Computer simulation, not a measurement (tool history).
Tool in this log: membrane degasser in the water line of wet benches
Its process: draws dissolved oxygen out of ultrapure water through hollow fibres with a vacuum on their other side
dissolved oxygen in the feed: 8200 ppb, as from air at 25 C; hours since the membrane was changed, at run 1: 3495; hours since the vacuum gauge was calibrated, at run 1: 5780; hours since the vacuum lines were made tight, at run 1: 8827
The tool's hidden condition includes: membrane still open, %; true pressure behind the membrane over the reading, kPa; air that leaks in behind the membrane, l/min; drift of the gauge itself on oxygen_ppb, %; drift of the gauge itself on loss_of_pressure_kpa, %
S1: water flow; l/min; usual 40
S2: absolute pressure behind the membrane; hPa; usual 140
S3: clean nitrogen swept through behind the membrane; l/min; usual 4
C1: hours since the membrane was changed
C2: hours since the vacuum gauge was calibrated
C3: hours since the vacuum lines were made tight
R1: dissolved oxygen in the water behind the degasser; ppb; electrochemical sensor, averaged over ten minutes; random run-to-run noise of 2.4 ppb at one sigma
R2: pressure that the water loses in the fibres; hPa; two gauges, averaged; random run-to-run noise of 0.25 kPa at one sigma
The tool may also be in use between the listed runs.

{"run": 1, "hour": 0.0, "S1": 40, "S2": 140, "S3": 4, "C1": 3495, "C2": 5780, "C3": 8827, "R1": 356.3, "R2": 683.1}
{"run": 2, "hour": 208.7, "S1": 40, "S2": 88, "S3": 4, "C1": 3704, "C2": 5989, "C3": 9036, "R1": 241.8, "R2": 680.4}
{"run": 3, "hour": 414.2, "S1": 28, "S2": 140, "S3": 4, "C1": 3909, "C2": 6194, "C3": 9241, "R1": 221, "R2": 475.4}
{"run": 4, "hour": 632.0, "S1": 28, "S2": 140, "S3": 4, "C1": 4127, "C2": 6412, "C3": 9459, "R1": 218.4, "R2": 475.5}
{"run": 5, "hour": 829.8, "S1": 33, "S2": 140, "S3": 4, "C1": 4325, "C2": 6610, "C3": 9657, "R1": 274, "R2": 561.4}
{"run": 6, "hour": 1106.1, "S1": 29, "S2": 140, "S3": 4, "C1": 4601, "C2": 6886, "C3": 9933, "R1": 229.4, "R2": 492.5}
{"hour": 1311.4, "done": "vacuum gauge calibrated"}
{"run": 7, "hour": 1381.3, "S1": 29, "S2": 140, "S3": 4, "C1": 4876, "C2": 70, "C3": 10208, "R1": 224.3, "R2": 495.9}
{"run": 8, "hour": 1511.4, "S1": 53, "S2": 341, "S3": 8.03, "C1": 5006, "C2": 200, "C3": 10338, "R1": 663.4, "R2": 905.4}
{"run": 9, "hour": 1720.9, "S1": 31, "S2": 302, "S3": 5.67, "C1": 5216, "C2": 410, "C3": 10547, "R1": 396.8, "R2": 526}
{"run": 10, "hour": 1865.9, "S1": 59, "S2": 222, "S3": 9.04, "C1": 5361, "C2": 555, "C3": 10692, "R1": 543.6, "R2": 1002.6}
{"run": 11, "hour": 2049.0, "S1": 59, "S2": 340, "S3": 2.58, "C1": 5544, "C2": 738, "C3": 10875, "R1": 1531.7, "R2": 1010.4}
{"run": 12, "hour": 2314.2, "S1": 40, "S2": 140, "S3": 8.58, "C1": 5809, "C2": 1003, "C3": 11141, "R1": 229.9, "R2": 685.4}
{"hour": 2474.7, "done": "seals of the vacuum lines changed"}
{"run": 13, "hour": 2527.8, "S1": 37, "S2": 140, "S3": 3.82, "C1": 6020, "C2": 1214, "C3": 53, "R1": 327.7, "R2": 638}

What if the next run were any one of these 3? Each begins from the tool's condition after run 13:
{"run": "A", "hour": 2755.6, "S1": 31, "S2": 140, "S3": 4, "C1": 6248, "C2": 1442, "C3": 281, "R1": "?", "R2": "?"}
{"run": "B", "hour": 2755.6, "S1": 32, "S2": 140, "S3": 3.82, "C1": 6248, "C2": 1442, "C3": 281, "R1": "?", "R2": "?"}
{"run": "C", "hour": 2755.6, "S1": 37, "S2": 244, "S3": 3.82, "C1": 6248, "C2": 1442, "C3": 281, "R1": "?", "R2": "?"}

run=A R1=245 R2=528.3
run=B R1=261.9 R2=549.3
run=C R1=535.8 R2=635.1
With the hidden condition removed and each run's random variation left untouched, the same runs would have given:
run=A R1=239.6 R2=517.1
run=B R1=256.2 R2=537.7
run=C R1=527.9 R2=621.7
